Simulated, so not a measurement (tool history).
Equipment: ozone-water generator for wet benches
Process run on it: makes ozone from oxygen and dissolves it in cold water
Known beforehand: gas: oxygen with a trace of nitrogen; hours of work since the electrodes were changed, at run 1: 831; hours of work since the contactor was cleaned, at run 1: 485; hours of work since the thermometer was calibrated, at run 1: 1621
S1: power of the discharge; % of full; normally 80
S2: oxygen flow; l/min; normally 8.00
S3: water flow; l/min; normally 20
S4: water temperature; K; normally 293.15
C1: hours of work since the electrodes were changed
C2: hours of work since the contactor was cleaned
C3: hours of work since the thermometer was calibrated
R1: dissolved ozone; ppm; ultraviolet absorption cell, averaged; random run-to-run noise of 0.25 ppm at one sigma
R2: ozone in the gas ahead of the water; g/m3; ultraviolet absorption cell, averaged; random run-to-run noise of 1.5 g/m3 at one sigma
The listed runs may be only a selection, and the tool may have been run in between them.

{"run": 1, "hour": 0.0, "S1": 80, "S2": 8.0, "S3": 20, "S4": 293.15, "C1": 831, "C2": 485, "C3": 1621, "R1": 38.2, "R2": 268.7}
{"run": 2, "hour": 15.9, "S1": 80, "S2": 7.2, "S3": 20, "S4": 293.15, "C1": 842, "C2": 496, "C3": 1632, "R1": 38.3, "R2": 282.4}
{"run": 3, "hour": 35.6, "S1": 80, "S2": 8.0, "S3": 20, "S4": 293.15, "C1": 856, "C2": 510, "C3": 1646, "R1": 38.5, "R2": 267.0}
{"run": 4, "hour": 60.4, "S1": 80, "S2": 8.0, "S3": 20, "S4": 293.15, "C1": 873, "C2": 527, "C3": 1663, "R1": 38.1, "R2": 266.6}
{"run": 5, "hour": 84.8, "S1": 80, "S2": 8.0, "S3": 20, "S4": 293.15, "C1": 890, "C2": 544, "C3": 1680, "R1": 38.0, "R2": 267.5}
{"run": 6, "hour": 99.5, "S1": 80, "S2": 8.0, "S3": 20, "S4": 293.15, "C1": 900, "C2": 555, "C3": 1690, "R1": 37.7, "R2": 267.2}
{"run": 7, "hour": 112.6, "S1": 80, "S2": 8.0, "S3": 20, "S4": 293.15, "C1": 909, "C2": 564, "C3": 1699, "R1": 37.6, "R2": 263.4}
{"hour": 119.6, "done": "contactor cleaned"}
{"run": 8, "hour": 130.3, "S1": 80, "S2": 8.0, "S3": 20, "S4": 295.15, "C1": 919, "C2": 7, "C3": 1709, "R1": 36.4, "R2": 267.9}
{"run": 9, "hour": 151.9, "S1": 49, "S2": 12.93, "S3": 12, "S4": 293.15, "C1": 934, "C2": 22, "C3": 1724, "R1": 27.3, "R2": 131.6}
{"run": 10, "hour": 180.9, "S1": 80, "S2": 4.12, "S3": 20, "S4": 294.15, "C1": 954, "C2": 43, "C3": 1744, "R1": 37.8, "R2": 382.1}
{"run": 11, "hour": 207.2, "S1": 80, "S2": 4.12, "S3": 20, "S4": 294.15, "C1": 972, "C2": 61, "C3": 1762, "R1": 38.4, "R2": 381.5}
{"run": 12, "hour": 234.0, "S1": 80, "S2": 4.12, "S3": 20, "S4": 294.15, "C1": 991, "C2": 80, "C3": 1781, "R1": 38.2, "R2": 380.5}
{"run": 13, "hour": 262.6, "S1": 80, "S2": 4.12, "S3": 24, "S4": 297.15, "C1": 1011, "C2": 99, "C3": 1801, "R1": 31.8, "R2": 381.5}
{"run": 14, "hour": 275.8, "S1": 53, "S2": 6.72, "S3": 13, "S4": 294.15, "C1": 1020, "C2": 109, "C3": 1810, "R1": 32.7, "R2": 202.8}
{"run": 15, "hour": 297.3, "S1": 53, "S2": 6.63, "S3": 14, "S4": 292.15, "C1": 1035, "C2": 124, "C3": 1825, "R1": 32.7, "R2": 203.6}
{"run": 16, "hour": 311.1, "S1": 53, "S2": 6.63, "S3": 14, "S4": 292.15, "C1": 1044, "C2": 133, "C3": 1835, "R1": 32.6, "R2": 203.8}

Predict each of these 4 candidate next runs independently; none follows another, all start after run 16:
{"hour": 319.9, "done": "contactor cleaned, once more"}
{"run": "A", "hour": 338.2, "S1": 53, "S2": 6.63, "S3": 27, "S4": 288.15, "C1": 1061, "C2": 13, "C3": 1851, "R1": "?", "R2": "?"}
{"hour": 319.9, "done": "contactor cleaned, once more"}
{"run": "B", "hour": 338.2, "S1": 55, "S2": 6.63, "S3": 14, "S4": 292.15, "C1": 1061, "C2": 13, "C3": 1851, "R1": "?", "R2": "?"}
{"hour": 319.9, "done": "contactor cleaned, once more"}
{"run": "C", "hour": 338.2, "S1": 79, "S2": 4.06, "S3": 14, "S4": 291.15, "C1": 1061, "C2": 13, "C3": 1851, "R1": "?", "R2": "?"}
{"hour": 319.9, "done": "contactor cleaned, once more"}
{"run": "D", "hour": 338.2, "S1": 81, "S2": 7.89, "S3": 20, "S4": 293.15, "C1": 1061, "C2": 13, "C3": 1851, "R1": "?", "R2": "?"}

run=A R1=23.7 R2=202.6
run=B R1=34.0 R2=210.2
run=C R1=50.1 R2=377.5
run=D R1=38.2 R2=268.3
With the hidden condition removed and each run's random variation left untouched, the same runs would have given:
run=A R1=24.2 R2=206.1
run=B R1=34.8 R2=214.0
run=C R1=51.7 R2=387.1
run=D R1=39.5 R2=275.3
